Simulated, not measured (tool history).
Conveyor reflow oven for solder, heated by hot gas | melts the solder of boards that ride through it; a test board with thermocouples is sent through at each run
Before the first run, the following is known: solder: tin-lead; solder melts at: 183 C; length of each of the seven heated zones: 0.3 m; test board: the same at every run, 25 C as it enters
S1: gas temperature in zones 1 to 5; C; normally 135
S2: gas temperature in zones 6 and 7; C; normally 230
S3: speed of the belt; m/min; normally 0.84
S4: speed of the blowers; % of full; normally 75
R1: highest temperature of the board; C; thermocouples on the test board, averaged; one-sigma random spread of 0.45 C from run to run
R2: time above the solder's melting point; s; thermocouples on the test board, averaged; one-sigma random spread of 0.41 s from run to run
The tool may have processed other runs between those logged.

run	day	S1	S2	S3	S4	R1	R2
1	0	135	230	0.84	75	210.7	28.2
2	0.55	135	230	0.84	75	210.5	28.2
3	1.325	135	231	0.84	75	212.6	28.5
4	2.133	135	231	0.84	75	212	29.2
5	2.621	135	231	0.84	75	211.8	29.7
6	3.538	135	230	0.84	75	211.3	28.7
7	4.404	135	230	0.84	75	211	28.6
8	5.017	135	230	0.84	75	211.7	28.9
9	5.608	135	230	0.84	75	211.9	28.8
# day 6.408: flux residue cleaned out of gas plates and filters
10	6.75	135	230	0.84	75	211.8	28.8
11	7.7	135	230	0.84	51	200.9	21.1
12	8.317	135	230	0.84	51	201.3	20
13	8.804	135	231	0.84	51	202.3	21
14	9.225	135	231	0.84	51	202.4	21.7
15	10.096	135	231	0.84	51	202	21

Forecast run 16:
16	11.054	135	231	0.84	51	?	?

R1: 202.6 C
R2: 20.8 s
With no hidden state in the tool, this same run would have given R1 202.8 C, R2 20.9 s.

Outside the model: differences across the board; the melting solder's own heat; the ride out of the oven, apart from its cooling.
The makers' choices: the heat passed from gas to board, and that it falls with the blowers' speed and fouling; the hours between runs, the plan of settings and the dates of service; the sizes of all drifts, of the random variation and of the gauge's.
